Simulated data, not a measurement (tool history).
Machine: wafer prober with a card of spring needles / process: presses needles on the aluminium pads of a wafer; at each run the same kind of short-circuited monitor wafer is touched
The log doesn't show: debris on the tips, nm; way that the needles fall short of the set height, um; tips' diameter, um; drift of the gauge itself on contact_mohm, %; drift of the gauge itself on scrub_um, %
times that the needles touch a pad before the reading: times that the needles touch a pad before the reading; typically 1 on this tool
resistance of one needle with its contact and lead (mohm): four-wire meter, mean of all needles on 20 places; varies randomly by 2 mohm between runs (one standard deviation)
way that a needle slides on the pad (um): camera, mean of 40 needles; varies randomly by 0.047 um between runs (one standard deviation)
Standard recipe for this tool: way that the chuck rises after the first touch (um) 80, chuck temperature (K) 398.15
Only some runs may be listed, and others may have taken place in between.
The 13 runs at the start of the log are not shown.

run   hour  way that the chuck rises after the first touch (um)  chuck temperature (K)  times that the needles touch a pad before the reading  touches since the tips were cleaned  cleanings since the card got new needles  touches since the first contact's height was set  resistance of one needle with its contact and lead (mohm)  way that a needle slides on the pad (um)
 14   80.2                                                   80                 320.15                                                      1                                 4764                                        13                                             79859                                                        232                                     17.18
      81.7  -- tips cleaned on abrasive film
 15   86.6                                                   80                 398.15                                                      1                                 3120                                        14                                             83867                                                        239                                     17.12
      90.6  -- tips cleaned on abrasive film
 16   94.2                                                   80                 398.15                                                      3                                 2292                                        15                                             88640                                                        222                                     17.09
      99.6  -- tips cleaned on abrasive film
 17  101.3                                                   80                 398.15                                                      1                                 1082                                        16                                             93106                                                        231                                     17.15
 18  105.9                                                   80                 398.15                                                      1                                 4010                                        16                                             96034                                                        242                                     17.04
     108.6  -- tips cleaned on abrasive film
 19  110.4                                                   83                 368.15                                                      1                                 1192                                        17                                             98872                                                        227                                     17.71
     117.5  -- tips cleaned on abrasive film
 20  118.9                                                   66                 333.15                                                      1                                  875                                        18                                            104194                                                        224                                     14.01
 21  123.9                                                   61                 333.15                                                      2                                 4063                                        18                                            107382                                                        233                                     12.89
     126.5  -- tips cleaned on abrasive film
 22  131.0                                                   60                 333.15                                                      1                                 2923                                        19                                            111898                                                        252                                     12.70
     135.7  -- tips cleaned on abrasive film
 23  139.7                                                   60                 333.15                                                      1                                 2528                                        20                                            117355                                                        251                                     12.65
     144.7  -- tips cleaned on abrasive film
 24  146.4                                                   60                 333.15                                                      1                                 1035                                        21                                            121545                                                        231                                     12.63
     153.9  -- tips cleaned on abrasive film
 25  153.9                                                   63                 339.15                                                      1                                    0                                        22                                            126301                                                        212                                     13.29
 26  159.7                                                   63                 390.15                                                      2                                 3721                                        22                                            130022                                                        244                                     13.34
     163.4  -- tips cleaned on abrasive film
 27  166.4                                                   89                 312.15                                                      2                                 1911                                        23                                            134188                                                        206                                     18.93
 28  170.6                                                   87                 312.15                                                      1                                 4589                                        23                                            136866                                                        224                                     18.50
     172.2  -- tips cleaned on abrasive film
 29  179.1                                                   87                 299.15                                                      1                                 4385                                        24                                            142232                                                        223                                     18.53
     181.0  -- tips cleaned on abrasive film
 30  187.3                                                   87                 299.15                                                      1                                 3992                                        25                                            147402                                                        218                                     18.40
     189.9  -- tips cleaned on abrasive film
 31  195.7                                                   85                 302.15                                                      2                                 3698                                        26                                            152688                                                        210                                     17.91
     199.0  -- tips cleaned on abrasive film
 32  201.1                                                   95                 311.15                                                      2                                 1339                                        27                                            156071                                                        206                                     20.16
 33  206.8                                                   95                 320.15                                                      3                                 5008                                        27                                            159740                                                        208                                     20.11
     207.9  -- tips cleaned on abrasive film
 34  214.7                                                   95                 320.15                                                      3                                 4363                                        28                                            164725                                                        207                                     20.18

Here are 3 independent what-if runs from the current tool condition. What would each one return?
     217.3  -- tips cleaned on abrasive film
  A  223.9                                                   95                 338.15                                                      2                                 4171                                        29                                            170486                                                          ?                                         ?
     217.3  -- tips cleaned on abrasive film
  B  223.9                                                   65                 370.15                                                      1                                 4171                                        29                                            170486                                                          ?                                         ?
     217.3  -- tips cleaned on abrasive film
  C  223.9                                                   96                 367.15                                                      2                                 4171                                        29                                            170486                                                          ?                                         ?

run  resistance of one needle with its contact and lead (mohm)  way that a needle slides on the pad (um)
  A                                                        219                                     20.09
  B                                                        256                                     13.59
  C                                                        223                                     20.34
Without the tool's hidden state the same runs would have given:
run  resistance of one needle with its contact and lead (mohm)  way that a needle slides on the pad (um)
  A                                                        204                                     20.68
  B                                                        212                                     14.18
  C                                                        209                                     20.93
